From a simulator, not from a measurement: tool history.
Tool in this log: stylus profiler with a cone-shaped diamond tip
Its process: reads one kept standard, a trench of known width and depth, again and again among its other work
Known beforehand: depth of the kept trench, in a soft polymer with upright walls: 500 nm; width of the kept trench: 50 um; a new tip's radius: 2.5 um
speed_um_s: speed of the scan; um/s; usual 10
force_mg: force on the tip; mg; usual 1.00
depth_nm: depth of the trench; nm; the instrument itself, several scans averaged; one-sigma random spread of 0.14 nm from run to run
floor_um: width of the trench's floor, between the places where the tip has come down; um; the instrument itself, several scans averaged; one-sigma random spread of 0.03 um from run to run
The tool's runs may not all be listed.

run    hour  speed_um_s  force_mg  depth_nm  floor_um
  1     0.0          10      1.00    504.27     46.43
  2    51.0          10      1.00    504.43     46.45
  3   101.3          10      1.00    504.51     46.43
  4   140.8          10      1.00    504.22     46.42
  5   176.7          10      1.00    504.67     46.43
  6   226.3          10      1.00    504.72     46.43
  7   269.6          26      1.00    504.77     46.28
  8   317.2          10      2.99    506.81     46.41
  9   365.4          10      2.99    506.61     46.40
 10   427.5          10      1.00    504.59     46.37
 11   477.4          10      1.00    504.91     46.34
 12   535.8          10      1.00    504.73     46.37
 13   563.9          30      1.00    504.87     46.24
 14   592.2          30      1.00    505.05     46.23
 15   630.4          30      1.00    504.90     46.20
 16   683.1          10      1.00    505.15     46.31
 17   743.7          10      1.00    505.15     46.36
 18   777.9          18      1.00    505.30     46.23
 19   812.0          18      1.00    504.94     46.22
 20   853.5          18      0.84    504.86     46.21
 21   919.0          32      1.00    505.12     46.09
 22   961.1          32      1.00    505.45     46.12
 23  1007.4          32      1.00    505.38     46.06
 24  1072.4          16      0.37    504.54     46.09
 25  1135.7           8      0.39    504.55     46.25
 26  1184.9           9      1.00    505.23     46.27
 27  1224.8           8      1.18    505.83     46.22
 28  1262.3          35      1.35    506.22     46.05
     1267.4  -- height scale calibrated on a step standard
 29  1311.1          10      0.98    507.91     46.22
 30  1374.1          10      0.41    507.00     46.14
 31  1411.3          10      0.41    507.17     46.17
     1440.3  -- height scale calibrated on a step standard, once more
 32  1443.2          17      0.35    501.02     46.05
 33  1486.7          17      1.87    502.89     46.15
 34  1518.7           9      2.97    503.80     46.31
 35  1579.3           3      1.46    502.55     46.22
 36  1645.0           3      1.46    502.47     46.25
 37  1685.7           6      0.64    501.80     46.19
 38  1749.2           6      0.64    501.90     46.17
 39  1797.2           6      1.43    502.55     46.18
 40  1834.9          19      2.14    503.61     46.12
 41  1866.9           6      0.35    501.36     46.18
 42  1906.7           6      0.36    501.46     46.14
 43  1972.3           6      0.36    501.56     46.14
 44  2037.0           6      1.58    503.16     46.11
 45  2064.4           3      1.33    503.03     46.16

Each row is a separate what-if for the run after 45, all from the same tool condition, not one after another. Results?
  A  2129.9          13      2.73         ?         ?
  B  2129.9          10      1.05         ?         ?
  C  2129.9          18      1.38         ?         ?
  D  2129.9           3      1.33         ?         ?
  E  2129.9          36      1.03         ?         ?

run  depth_nm  floor_um
  A    504.57     46.09
  B    502.56     46.11
  C    503.35     46.05
  D    503.00     46.11
  E    502.57     45.93
What these runs would have given with no unlogged condition in the tool:
run  depth_nm  floor_um
  A    503.89     46.91
  B    501.89     46.93
  C    502.68     46.87
  D    502.33     46.93
  E    501.90     46.75
